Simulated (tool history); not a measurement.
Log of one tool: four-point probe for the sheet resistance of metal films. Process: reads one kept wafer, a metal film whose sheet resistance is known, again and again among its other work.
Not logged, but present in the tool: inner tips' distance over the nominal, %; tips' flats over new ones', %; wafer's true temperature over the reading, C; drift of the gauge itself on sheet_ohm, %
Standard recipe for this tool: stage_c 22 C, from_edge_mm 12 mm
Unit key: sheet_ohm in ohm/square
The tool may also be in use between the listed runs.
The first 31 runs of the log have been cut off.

run,day,stage_c,from_edge_mm,touches since the probe head was changed,hours of work since the stage's thermometer was calibrated,sheet_ohm
32,90.083,33,3,47614,2199,12.699768
33,92.608,33,3,48258,2226,12.697339
34,95.617,33,3,49028,2258,12.701974
# day 95.954: stage's thermometer calibrated
35,97.283,33,3,49448,14,12.678787
36,100.65,33,3,50309,50,12.678183
37,102.412,33,3,50760,68,12.686193
38,104.292,31,12,51240,88,12.404585
39,106.017,31,12,51681,106,12.406176
40,108.271,31,12,52257,130,12.412924
41,111.675,23,18,53127,166,12.381313
42,113.825,23,18,53677,189,12.385446

5 options for the next run, each taken on its own from the tool as it stands now. Forecast them:
A,116.896,23,40,54462,221,?
B,116.896,25,6,54462,221,?
C,116.896,26,12,54462,221,?
D,116.896,26,18,54462,221,?
E,116.896,27,4,54462,221,?

run,sheet_ohm
A,12.380584
B,12.458134
C,12.40598
D,12.396294
E,12.554789
The same runs, with their run-to-run variation unchanged, on a tool lacking any hidden condition would have given:
run,sheet_ohm
A,12.221776
B,12.298424
C,12.246894
D,12.237323
E,12.393953
